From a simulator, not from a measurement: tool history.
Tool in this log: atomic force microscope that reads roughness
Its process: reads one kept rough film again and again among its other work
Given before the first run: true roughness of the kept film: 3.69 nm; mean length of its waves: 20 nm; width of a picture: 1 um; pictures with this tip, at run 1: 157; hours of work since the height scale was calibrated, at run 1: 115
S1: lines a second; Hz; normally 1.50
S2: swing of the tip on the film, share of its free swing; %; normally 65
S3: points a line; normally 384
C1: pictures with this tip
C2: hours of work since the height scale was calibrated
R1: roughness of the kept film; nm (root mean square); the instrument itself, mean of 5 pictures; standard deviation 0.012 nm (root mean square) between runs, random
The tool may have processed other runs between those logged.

{"run": 1, "hour": 0.0, "S1": 1.5, "S2": 65, "S3": 384, "C1": 157, "C2": 115, "R1": 2.569}
{"run": 2, "hour": 12.7, "S1": 1.5, "S2": 65, "S3": 384, "C1": 167, "C2": 120, "R1": 2.572}
{"run": 3, "hour": 27.8, "S1": 1.5, "S2": 65, "S3": 384, "C1": 179, "C2": 127, "R1": 2.534}
{"run": 4, "hour": 38.4, "S1": 1.5, "S2": 75, "S3": 384, "C1": 188, "C2": 131, "R1": 2.449}
{"run": 5, "hour": 45.3, "S1": 1.5, "S2": 65, "S3": 843, "C1": 193, "C2": 134, "R1": 2.548}
{"run": 6, "hour": 57.3, "S1": 1.5, "S2": 65, "S3": 966, "C1": 203, "C2": 139, "R1": 2.55}
{"run": 7, "hour": 67.4, "S1": 1.5, "S2": 65, "S3": 966, "C1": 211, "C2": 144, "R1": 2.52}
{"run": 8, "hour": 76.7, "S1": 1.5, "S2": 65, "S3": 384, "C1": 219, "C2": 148, "R1": 2.454}
{"run": 9, "hour": 84.5, "S1": 1.5, "S2": 65, "S3": 384, "C1": 225, "C2": 151, "R1": 2.452}
{"run": 10, "hour": 100.2, "S1": 1.5, "S2": 65, "S3": 384, "C1": 238, "C2": 158, "R1": 2.419}
{"run": 11, "hour": 114.0, "S1": 1.5, "S2": 65, "S3": 384, "C1": 249, "C2": 164, "R1": 2.42}
{"run": 12, "hour": 125.7, "S1": 2.92, "S2": 65, "S3": 384, "C1": 258, "C2": 169, "R1": 2.342}
{"hour": 130.5, "done": "new tip fitted"}
{"run": 13, "hour": 141.8, "S1": 1.5, "S2": 62, "S3": 384, "C1": 9, "C2": 176, "R1": 2.943}
{"run": 14, "hour": 149.3, "S1": 1.5, "S2": 62, "S3": 384, "C1": 15, "C2": 179, "R1": 2.933}
{"run": 15, "hour": 160.8, "S1": 1.5, "S2": 62, "S3": 384, "C1": 24, "C2": 184, "R1": 2.923}
{"run": 16, "hour": 176.3, "S1": 3.89, "S2": 65, "S3": 341, "C1": 36, "C2": 190, "R1": 2.671}
{"hour": 178.2, "done": "height scale calibrated on a step standard"}
{"run": 17, "hour": 191.9, "S1": 0.55, "S2": 58, "S3": 384, "C1": 48, "C2": 6, "R1": 2.925}
{"hour": 201.9, "done": "height scale calibrated on a step standard, once more"}
{"run": 18, "hour": 207.6, "S1": 1.97, "S2": 86, "S3": 384, "C1": 60, "C2": 2, "R1": 2.484}
{"run": 19, "hour": 215.4, "S1": 0.57, "S2": 86, "S3": 384, "C1": 66, "C2": 6, "R1": 2.736}
{"run": 20, "hour": 229.4, "S1": 2.9, "S2": 65, "S3": 384, "C1": 78, "C2": 12, "R1": 2.647}
{"run": 21, "hour": 244.2, "S1": 2.9, "S2": 67, "S3": 454, "C1": 90, "C2": 18, "R1": 2.632}
{"run": 22, "hour": 254.7, "S1": 0.57, "S2": 80, "S3": 911, "C1": 98, "C2": 23, "R1": 2.75}
{"run": 23, "hour": 263.2, "S1": 0.57, "S2": 80, "S3": 911, "C1": 105, "C2": 26, "R1": 2.745}
{"run": 24, "hour": 278.8, "S1": 3.86, "S2": 73, "S3": 259, "C1": 117, "C2": 33, "R1": 2.324}
{"run": 25, "hour": 294.5, "S1": 3.86, "S2": 73, "S3": 259, "C1": 130, "C2": 40, "R1": 2.303}

Forecast run 26:
{"run": 26, "hour": 306.7, "S1": 3.86, "S2": 73, "S3": 427, "C1": 140, "C2": 45, "R1": "?"}

Run 26 yielded R1 2.335 nm (root mean square).
Minus the tool's unlogged condition, the same run would have read R1 2.626 nm (root mean square).
